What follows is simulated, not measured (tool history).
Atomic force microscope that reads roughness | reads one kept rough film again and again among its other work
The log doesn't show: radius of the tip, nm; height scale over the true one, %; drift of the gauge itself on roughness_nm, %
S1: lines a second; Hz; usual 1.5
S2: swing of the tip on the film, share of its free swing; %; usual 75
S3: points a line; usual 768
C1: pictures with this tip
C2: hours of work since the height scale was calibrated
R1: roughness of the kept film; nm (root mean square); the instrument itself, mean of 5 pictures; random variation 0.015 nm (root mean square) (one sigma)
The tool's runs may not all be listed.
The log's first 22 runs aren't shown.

run,day,S1,S2,S3,C1,C2,R1
# day 19.129: new tip fitted
23,19.733,3.97,74,526,39,264,3.144
24,20.696,3.97,74,526,102,282,3.024
25,21.896,0.64,68,768,180,305,3.343
26,22.708,2.17,76,701,233,321,2.989
# day 23.271: new tip fitted
27,23.929,2.17,76,701,42,343,3.342
28,25.038,1.25,77,271,114,365,3.295
29,25.925,0.65,77,438,172,382,3.359
30,26.492,0.65,77,438,209,392,3.249
# day 27.388: new tip fitted
31,27.658,1.55,60,339,17,414,3.624
32,28.292,1.55,60,339,58,426,3.547
33,28.933,1.55,60,339,100,439,3.456
34,30.012,1.25,81,520,170,459,3.177

Forecast each of these 3 alternatives for the next run:
A,30.904,0.85,69,768,228,476,?
B,30.904,0.93,79,322,228,476,?
C,30.904,0.84,78,730,228,476,?

run,R1
A,3.274
B,3.154
C,3.2
Without the tool's hidden state the same runs would have given:
run,R1
A,3.661
B,3.527
C,3.578

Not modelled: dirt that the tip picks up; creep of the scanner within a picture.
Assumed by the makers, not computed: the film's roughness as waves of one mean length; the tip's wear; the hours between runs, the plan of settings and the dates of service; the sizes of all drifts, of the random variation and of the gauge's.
